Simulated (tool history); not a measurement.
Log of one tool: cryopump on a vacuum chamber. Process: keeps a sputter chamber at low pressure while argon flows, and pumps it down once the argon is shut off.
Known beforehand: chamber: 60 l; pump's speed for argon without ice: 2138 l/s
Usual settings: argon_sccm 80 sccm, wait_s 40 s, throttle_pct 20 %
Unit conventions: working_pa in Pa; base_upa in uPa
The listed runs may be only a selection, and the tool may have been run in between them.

run 1 hour=0.0 | argon_sccm=80 wait_s=40 throttle_pct=20 | working_pa=0.3328 base_upa=2.30
run 2 hour=16.5 | argon_sccm=80 wait_s=40 throttle_pct=20 | working_pa=0.3337 base_upa=2.30
run 3 hour=31.9 | argon_sccm=80 wait_s=40 throttle_pct=20 | working_pa=0.3346 base_upa=2.33
run 4 hour=55.0 | argon_sccm=80 wait_s=40 throttle_pct=20 | working_pa=0.3339 base_upa=2.33
run 5 hour=70.1 | argon_sccm=80 wait_s=40 throttle_pct=20 | working_pa=0.3317 base_upa=2.33
run 6 hour=88.5 | argon_sccm=80 wait_s=40 throttle_pct=20 | working_pa=0.3345 base_upa=2.41
run 7 hour=105.1 | argon_sccm=80 wait_s=40 throttle_pct=20 | working_pa=0.3332 base_upa=2.34
run 8 hour=127.1 | argon_sccm=80 wait_s=40 throttle_pct=20 | working_pa=0.3356 base_upa=2.37
run 9 hour=146.0 | argon_sccm=80 wait_s=40 throttle_pct=20 | working_pa=0.3370 base_upa=2.45
run 10 hour=168.6 | argon_sccm=80 wait_s=40 throttle_pct=21 | working_pa=0.3212 base_upa=2.42
run 11 hour=180.1 | argon_sccm=80 wait_s=40 throttle_pct=21 | working_pa=0.3219 base_upa=2.61
run 12 hour=191.2 | argon_sccm=80 wait_s=40 throttle_pct=21 | working_pa=0.3204 base_upa=2.47
run 13 hour=206.0 | argon_sccm=80 wait_s=129 throttle_pct=20 | working_pa=0.3368 base_upa=1.68
run 14 hour=224.7 | argon_sccm=80 wait_s=129 throttle_pct=20 | working_pa=0.3378 base_upa=1.77
run 15 hour=235.3 | argon_sccm=80 wait_s=40 throttle_pct=20 | working_pa=0.3379 base_upa=2.60
run 16 hour=255.1 | argon_sccm=80 wait_s=40 throttle_pct=20 | working_pa=0.3386 base_upa=2.57
run 17 hour=270.0 | argon_sccm=80 wait_s=40 throttle_pct=20 | working_pa=0.3387 base_upa=2.52
run 18 hour=283.1 | argon_sccm=80 wait_s=214 throttle_pct=20 | working_pa=0.3418 base_upa=1.63
run 19 hour=299.7 | argon_sccm=80 wait_s=214 throttle_pct=20 | working_pa=0.3384 base_upa=1.65
run 20 hour=320.0 | argon_sccm=80 wait_s=137 throttle_pct=32 | working_pa=0.2247 base_upa=1.79
run 21 hour=337.7 | argon_sccm=80 wait_s=137 throttle_pct=32 | working_pa=0.2240 base_upa=1.75
run 22 hour=351.8 | argon_sccm=127 wait_s=137 throttle_pct=16 | working_pa=0.6709 base_upa=1.78
run 23 hour=366.9 | argon_sccm=80 wait_s=40 throttle_pct=16 | working_pa=0.4208 base_upa=2.70
run 24 hour=379.6 | argon_sccm=80 wait_s=40 throttle_pct=16 | working_pa=0.4222 base_upa=2.65
run 25 hour=399.5 | argon_sccm=40 wait_s=29 throttle_pct=25 | working_pa=0.1401 base_upa=3.08
run 26 hour=412.1 | argon_sccm=48 wait_s=26 throttle_pct=20 | working_pa=0.2066 base_upa=3.31
-- hour=418.2 pump warmed up, emptied and cooled again
run 27 hour=437.0 | argon_sccm=70 wait_s=40 throttle_pct=23 | working_pa=0.2415 base_upa=2.34
run 28 hour=452.7 | argon_sccm=69 wait_s=53 throttle_pct=23 | working_pa=0.2388 base_upa=1.97
run 29 hour=467.6 | argon_sccm=71 wait_s=36 throttle_pct=23 | working_pa=0.2432 base_upa=2.35
run 30 hour=485.7 | argon_sccm=71 wait_s=36 throttle_pct=23 | working_pa=0.2473 base_upa=2.43
run 31 hour=507.3 | argon_sccm=71 wait_s=36 throttle_pct=23 | working_pa=0.2480 base_upa=2.43
run 32 hour=520.3 | argon_sccm=71 wait_s=36 throttle_pct=23 | working_pa=0.2446 base_upa=2.41
run 33 hour=535.8 | argon_sccm=71 wait_s=36 throttle_pct=23 | working_pa=0.2460 base_upa=2.42
run 34 hour=551.6 | argon_sccm=70 wait_s=40 throttle_pct=41 | working_pa=0.1379 base_upa=2.30

Forecast each of these 3 alternatives for the next run:
run A hour=569.5 | argon_sccm=70 wait_s=124 throttle_pct=60 | working_pa=? base_upa=?
run B hour=569.5 | argon_sccm=108 wait_s=218 throttle_pct=33 | working_pa=? base_upa=?
run C hour=569.5 | argon_sccm=40 wait_s=40 throttle_pct=48 | working_pa=? base_upa=?

run=A working_pa=0.0945 base_upa=1.55
run=B working_pa=0.2604 base_upa=1.41
run=C working_pa=0.0681 base_upa=2.32
With no hidden state in the tool, these same runs would have given:
run=A working_pa=0.0917 base_upa=0.51
run=B working_pa=0.2562 base_upa=0.38
run=C working_pa=0.0665 base_upa=1.32

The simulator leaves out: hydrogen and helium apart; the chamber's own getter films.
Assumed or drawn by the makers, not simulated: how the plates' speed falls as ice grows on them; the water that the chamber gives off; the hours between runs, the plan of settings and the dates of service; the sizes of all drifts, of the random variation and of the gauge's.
